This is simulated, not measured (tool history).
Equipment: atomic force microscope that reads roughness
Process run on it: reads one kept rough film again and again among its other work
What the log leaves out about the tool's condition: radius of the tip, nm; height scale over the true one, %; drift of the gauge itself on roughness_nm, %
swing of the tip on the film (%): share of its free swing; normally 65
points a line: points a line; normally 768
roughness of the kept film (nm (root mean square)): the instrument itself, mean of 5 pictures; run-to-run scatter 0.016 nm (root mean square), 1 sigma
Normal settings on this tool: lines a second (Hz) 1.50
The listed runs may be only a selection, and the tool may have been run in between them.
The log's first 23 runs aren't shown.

run,hour,lines a second (Hz),swing of the tip on the film (%),points a line,pictures with this tip,hours of work since the height scale was calibrated,roughness of the kept film (nm (root mean square))
24,180.2,2.37,85,287,151,18,3.041
25,186.8,1.41,76,566,163,23,3.439
26,197.1,0.81,72,365,182,31,3.543
27,204.8,1.37,83,768,197,37,3.283
28,214.1,0.84,73,264,214,44,3.528
29,222.8,0.51,65,795,230,50,3.610
30,230.2,0.51,65,795,245,56,3.558
31,236.6,2.13,68,826,257,61,3.372
32,243.3,0.90,77,303,269,66,3.418
33,252.6,0.90,77,303,287,73,3.397

Below are 3 alternative next runs, each starting from the tool's condition after run 33. Predict each:
A,259.7,1.50,61,768,300,78,?
B,259.7,1.16,64,536,300,78,?
C,259.7,1.53,72,297,300,78,?

run,roughness of the kept film (nm (root mean square))
A,3.470
B,3.465
C,3.345
Without the tool's hidden state the same runs would have given:
run,roughness of the kept film (nm (root mean square))
A,3.794
B,3.788
C,3.657
